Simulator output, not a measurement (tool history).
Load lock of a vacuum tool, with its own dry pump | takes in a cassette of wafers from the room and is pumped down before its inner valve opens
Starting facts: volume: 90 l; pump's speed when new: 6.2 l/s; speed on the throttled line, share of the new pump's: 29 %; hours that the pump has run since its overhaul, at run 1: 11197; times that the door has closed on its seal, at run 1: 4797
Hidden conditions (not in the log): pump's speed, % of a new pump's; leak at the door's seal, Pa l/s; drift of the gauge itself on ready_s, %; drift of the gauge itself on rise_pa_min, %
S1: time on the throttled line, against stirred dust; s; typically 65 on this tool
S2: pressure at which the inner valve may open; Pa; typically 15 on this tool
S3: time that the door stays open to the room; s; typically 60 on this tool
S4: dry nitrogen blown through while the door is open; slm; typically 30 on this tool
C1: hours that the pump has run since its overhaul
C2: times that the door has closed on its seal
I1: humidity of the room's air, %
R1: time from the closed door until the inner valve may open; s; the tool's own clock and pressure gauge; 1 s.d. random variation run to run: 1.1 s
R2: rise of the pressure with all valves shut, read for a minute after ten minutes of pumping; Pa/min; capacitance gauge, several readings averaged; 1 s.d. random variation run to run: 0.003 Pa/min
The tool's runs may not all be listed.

Run 1, hour 0.0: usual settings; C1 11197; C2 4797; I1 44.5. Result: R1 184.4 s, R2 0.021 Pa/min.
Run 2, hour 170.7: usual settings; C1 11368; C2 5180; I1 46.0. Result: R1 184.3 s, R2 0.025 Pa/min.
Run 3, hour 355.7: usual settings; C1 11553; C2 5594; I1 40.9. Result: R1 185.7 s, R2 0.029 Pa/min.
Run 4, hour 497.0: usual settings; C1 11694; C2 5911; I1 43.3. Result: R1 186.1 s, R2 0.027 Pa/min.
Run 5, hour 700.8: usual settings; C1 11898; C2 6368; I1 44.2. Result: R1 184.5 s, R2 0.027 Pa/min.
Run 6, hour 794.9: usual settings but S3 146 s; C1 11992; C2 6579; I1 48.3. Result: R1 185.4 s, R2 0.031 Pa/min.
Run 7, hour 915.7: usual settings but S3 146 s; C1 12113; C2 6850; I1 45.7. Result: R1 186.9 s, R2 0.033 Pa/min.
Run 8, hour 1113.8: usual settings but S3 146 s; C1 12311; C2 7294; I1 46.4. Result: R1 186.3 s, R2 0.038 Pa/min.
Run 9, hour 1314.3: usual settings but S3 157 s; C1 12511; C2 7743; I1 46.7. Result: R1 185.0 s, R2 0.045 Pa/min.
Run 10, hour 1523.2: usual settings but S3 157 s; C1 12720; C2 8212; I1 44.0. Result: R1 188.1 s, R2 0.034 Pa/min.
Run 11, hour 1683.2: usual settings but S3 157 s; C1 12880; C2 8571; I1 45.0. Result: R1 187.6 s, R2 0.044 Pa/min.
Run 12, hour 1800.2: usual settings but S3 157 s; C1 12997; C2 8833; I1 44.7. Result: R1 186.6 s, R2 0.045 Pa/min.
Run 13, hour 1997.9: usual settings but S3 157 s; C1 13195; C2 9276; I1 43.3. Result: R1 187.8 s, R2 0.047 Pa/min.
Run 14, hour 2151.4: usual settings but S3 126 s; C1 13348; C2 9620; I1 42.8. Result: R1 186.4 s, R2 0.046 Pa/min.
Run 15, hour 2298.4: usual settings but S2 10 Pa, S3 126 s; C1 13495; C2 9950; I1 44.8. Result: R1 195.4 s, R2 0.044 Pa/min.
Run 16, hour 2440.6: usual settings but S2 10 Pa, S3 126 s; C1 13637; C2 10269; I1 48.5. Result: R1 194.6 s, R2 0.048 Pa/min.
Run 17, hour 2607.1: usual settings but S2 10 Pa, S3 126 s; C1 13804; C2 10642; I1 44.9. Result: R1 194.8 s, R2 0.048 Pa/min.
Run 18, hour 2748.3: usual settings but S2 10 Pa, S3 126 s; C1 13945; C2 10958; I1 45.6. Result: R1 196.1 s, R2 0.055 Pa/min.
Run 19, hour 2939.6: usual settings but S2 10 Pa, S3 126 s; C1 14136; C2 11387; I1 44.5. Result: R1 196.9 s, R2 0.051 Pa/min.
Run 20, hour 3043.0: usual settings but S2 10 Pa, S3 126 s; C1 14240; C2 11619; I1 47.0. Result: R1 194.5 s, R2 0.048 Pa/min.
Run 21, hour 3261.7: usual settings but S2 10 Pa, S3 126 s; C1 14459; C2 12110; I1 43.7. Result: R1 194.4 s, R2 0.055 Pa/min.
Run 22, hour 3458.0: usual settings but S2 10 Pa, S3 126 s; C1 14655; C2 12550; I1 45.0. Result: R1 195.6 s, R2 0.058 Pa/min.
Run 23, hour 3610.3: usual settings but S1 105 s, S2 14 Pa, S3 51 s, S4 37 slm; C1 14807; C2 12891; I1 44.1. Result: R1 218.5 s, R2 0.060 Pa/min.
Run 24, hour 3777.6: usual settings but S1 70 s, S2 14 Pa, S3 76 s, S4 5 slm; C1 14974; C2 13266; I1 47.1. Result: R1 193.5 s, R2 0.072 Pa/min.
Run 25, hour 3883.8: usual settings but S2 17 Pa, S3 39 s, S4 16 slm; C1 15081; C2 13504; I1 43.9. Result: R1 187.1 s, R2 0.059 Pa/min.
Run 26, hour 3998.0: usual settings but S2 16 Pa; C1 15195; C2 13760; I1 45.3. Result: R1 189.1 s, R2 0.058 Pa/min.
Run 27, hour 4149.5: usual settings but S3 231 s, S4 27 slm; C1 15346; C2 14100; I1 43.5. Result: R1 191.3 s, R2 0.071 Pa/min.
Run 28, hour 4301.0: usual settings but S1 55 s, S2 19 Pa, S3 99 s; C1 15498; C2 14440; I1 46.2. Result: R1 180.3 s, R2 0.060 Pa/min.
Run 29, hour 4429.2: usual settings but S1 60 s, S2 12 Pa; C1 15626; C2 14727; I1 43.6. Result: R1 194.0 s, R2 0.068 Pa/min.
Run 30, hour 4582.8: usual settings but S1 41 s, S3 29 s; C1 15780; C2 15071; I1 45.1. Result: R1 176.4 s, R2 0.062 Pa/min.
Run 31, hour 4787.0: usual settings but S3 189 s; C1 15984; C2 15529; I1 42.0. Result: R1 191.0 s, R2 0.074 Pa/min.
Run 32, hour 4938.1: usual settings but S3 189 s; C1 16135; C2 15868; I1 48.4. Result: R1 191.0 s, R2 0.076 Pa/min.
Run 33, hour 5072.2: usual settings but S3 189 s; C1 16269; C2 16169; I1 39.0. Result: R1 191.3 s, R2 0.077 Pa/min.
Run 34, hour 5249.2: usual settings but S1 81 s, S2 11 Pa, S3 87 s, S4 5 slm; C1 16446; C2 16565; I1 45.4. Result: R1 209.4 s, R2 0.088 Pa/min.
Run 35, hour 5356.5: usual settings but S1 81 s, S2 25 Pa, S3 87 s, S4 5 slm; C1 16553; C2 16806; I1 46.0. Result: R1 190.9 s, R2 0.092 Pa/min.
Run 36, hour 5589.4: usual settings but S1 81 s, S2 25 Pa, S3 87 s, S4 5 slm; C1 16786; C2 17328; I1 49.3. Result: R1 193.7 s, R2 0.096 Pa/min.
Run 37, hour 5810.6: usual settings but S1 81 s, S2 25 Pa, S3 87 s, S4 5 slm; C1 17007; C2 17824; I1 45.5. Result: R1 191.1 s, R2 0.101 Pa/min.

4 options for the next run, each taken on its own from the tool as it stands now. Forecast them:
Run A, hour 5943.5: usual settings but S1 63 s, S2 25 Pa, S3 53 s, S4 20 slm; C1 17140; C2 18122; I1 46.3. Result: R1 ?, R2 ?.
Run B, hour 5943.5: usual settings but S1 61 s, S2 25 Pa, S3 52 s, S4 37 slm; C1 17140; C2 18122; I1 47.5. Result: R1 ?, R2 ?.
Run C, hour 5943.5: usual settings but S1 60 s, S2 25 Pa, S3 64 s, S4 14 slm; C1 17140; C2 18122; I1 47.9. Result: R1 ?, R2 ?.
Run D, hour 5943.5: usual settings but S1 81 s, S2 26 Pa, S3 41 s, S4 14 slm; C1 17140; C2 18122; I1 46.3. Result: R1 ?, R2 ?.

run     R1     R2
  A  180.5  0.086
  B  181.0  0.085
  C  178.8  0.093
  D  193.7  0.088
Without the tool's hidden state the same runs would have given:
run     R1     R2
  A  164.5  0.011
  B  164.8  0.009
  C  162.4  0.017
  D  178.5  0.012
